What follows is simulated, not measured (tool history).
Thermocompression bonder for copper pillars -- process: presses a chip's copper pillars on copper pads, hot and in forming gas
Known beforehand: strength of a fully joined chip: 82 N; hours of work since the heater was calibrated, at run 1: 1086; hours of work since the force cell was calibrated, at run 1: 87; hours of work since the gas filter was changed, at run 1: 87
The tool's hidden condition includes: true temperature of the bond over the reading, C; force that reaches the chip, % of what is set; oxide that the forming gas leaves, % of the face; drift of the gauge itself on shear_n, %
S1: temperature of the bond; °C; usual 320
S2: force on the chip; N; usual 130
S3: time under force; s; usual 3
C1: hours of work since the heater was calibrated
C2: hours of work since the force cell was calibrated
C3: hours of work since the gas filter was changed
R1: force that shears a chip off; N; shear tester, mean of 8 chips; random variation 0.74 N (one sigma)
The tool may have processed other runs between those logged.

run,hour,S1,S2,S3,C1,C2,C3,R1
1,0.0,320,130,3,1086,87,87,60.0
2,34.7,320,130,3,1106,107,107,58.9
# hour 49.3: heater calibrated with a thermocouple chip
3,67.7,320,130,3,11,125,125,62.0
4,93.8,320,130,6,26,140,140,68.1
5,135.0,320,130,6,50,164,164,69.6
6,176.7,320,130,6,74,189,189,70.3
7,202.2,320,130,3,89,204,204,62.8
# hour 229.0: heater calibrated with a thermocouple chip, once more
8,250.7,320,130,3,13,231,231,53.6
9,270.4,320,130,3,24,242,242,53.3
10,303.8,349,178,3,44,262,262,73.4
# hour 325.3: forming gas filter changed
11,346.5,303,124,2,68,287,12,38.7
12,382.3,294,149,4,89,308,33,51.7
13,411.6,320,114,7,107,325,51,63.1
14,441.6,332,99,7,124,342,68,63.7
15,461.8,332,129,3,136,354,80,61.1

Here are 4 independent what-if runs from the current tool condition. What would each one return?
A,508.0,329,130,3,163,381,107,?
B,508.0,304,130,9,163,381,107,?
C,508.0,332,139,3,163,381,107,?
D,508.0,342,129,3,163,381,107,?

run,R1
A,59.1
B,65.5
C,62.8
D,62.4
With no hidden state in the tool, these same runs would have given:
run,R1
A,58.4
B,64.9
C,62.2
D,61.9
